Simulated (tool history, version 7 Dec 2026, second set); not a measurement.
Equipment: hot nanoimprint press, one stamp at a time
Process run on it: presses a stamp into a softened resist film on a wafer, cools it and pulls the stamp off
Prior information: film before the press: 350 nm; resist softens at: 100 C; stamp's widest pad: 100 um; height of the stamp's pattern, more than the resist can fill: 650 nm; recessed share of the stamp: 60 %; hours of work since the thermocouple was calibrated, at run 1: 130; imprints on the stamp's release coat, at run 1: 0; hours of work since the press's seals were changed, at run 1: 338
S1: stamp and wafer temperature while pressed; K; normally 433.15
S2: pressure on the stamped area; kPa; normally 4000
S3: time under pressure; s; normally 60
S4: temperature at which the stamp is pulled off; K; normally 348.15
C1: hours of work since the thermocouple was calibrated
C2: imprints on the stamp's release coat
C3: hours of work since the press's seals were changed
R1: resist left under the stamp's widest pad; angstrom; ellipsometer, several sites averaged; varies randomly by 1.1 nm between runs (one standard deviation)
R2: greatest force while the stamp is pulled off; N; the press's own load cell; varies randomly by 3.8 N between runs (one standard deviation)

run	hour	S1	S2	S3	S4	C1	C2	C3	R1	R2
1	0	433.15	4000	60	348.15	130	0	338	1768	190
2	8.2	433.15	4000	60	348.15	136	35	345	1748	190
3	18.4	433.15	4000	60	348.15	144	78	353	1771	187
4	23.8	433.15	4000	60	348.15	148	101	357	1772	194
5	29.2	433.15	4000	60	348.15	153	124	361	1786	185
6	33.8	433.15	4000	60	356.15	156	143	365	1769	172
7	40.1	433.15	4000	60	348.15	161	170	370	1781	186
8	50.1	433.15	2960	60	348.15	169	212	378	2061	199
9	56.7	433.15	4920	60	348.15	174	240	383	1604	199
10	67	434.15	4000	60	348.15	183	284	391	1711	199
11	73.2	433.15	4000	60	348.15	187	310	396	1820	192
12	81.3	433.15	4000	60	348.15	194	344	402	1805	193
13	87.8	433.15	4000	60	348.15	199	371	408	1805	204
# hour 91.7: plate thermocouple calibrated
14	96.9	433.15	4000	60	348.15	4	397	412	1845	198
15	105.1	433.15	4000	60	348.15	11	432	419	1871	206
16	114.2	435.15	4290	60	348.15	18	470	426	1643	199
17	120.8	435.15	3090	82	344.15	23	498	431	1734	209
18	129.1	435.15	3090	82	344.15	29	533	438	1761	206
19	137.2	435.15	2890	54	345.15	36	567	444	2048	208
# hour 142.7: plate thermocouple calibrated, once more
20	150.9	435.15	2890	54	345.15	6	613	453	1882	197
21	157.2	435.15	5000	54	345.15	11	639	457	1428	212
22	164.5	435.15	5000	54	345.15	17	670	463	1429	209
23	172.4	435.15	5000	54	345.15	23	704	470	1424	220
24	182	427.15	5650	95	343.15	31	744	477	1629	219
25	191.8	443.15	5930	95	343.15	39	785	485	726	220
26	197.9	433.15	5660	60	348.15	44	811	490	1456	215
27	208	433.15	2920	60	353.15	51	854	498	1996	196
28	214.3	433.15	5350	35	353.15	56	880	503	1766	194
29	223.8	430.15	5090	84	348.15	64	921	510	1576	214

4 options for the next run, each taken on its own from the tool as it stands now. Forecast them:
A	231.5	430.15	5090	106	348.15	70	953	516	?	?
B	231.5	433.15	4500	60	348.15	70	953	516	?	?
C	231.5	432.15	5090	33	346.15	70	953	516	?	?
D	231.5	430.15	3930	84	350.15	70	953	516	?	?

run	R1	R2
A	1459	220
B	1623	221
C	1922	216
D	1789	214
Without the tool's unlogged condition, the same runs would have read:
run	R1	R2
A	1404	191
B	1570	192
C	1858	187
D	1737	186
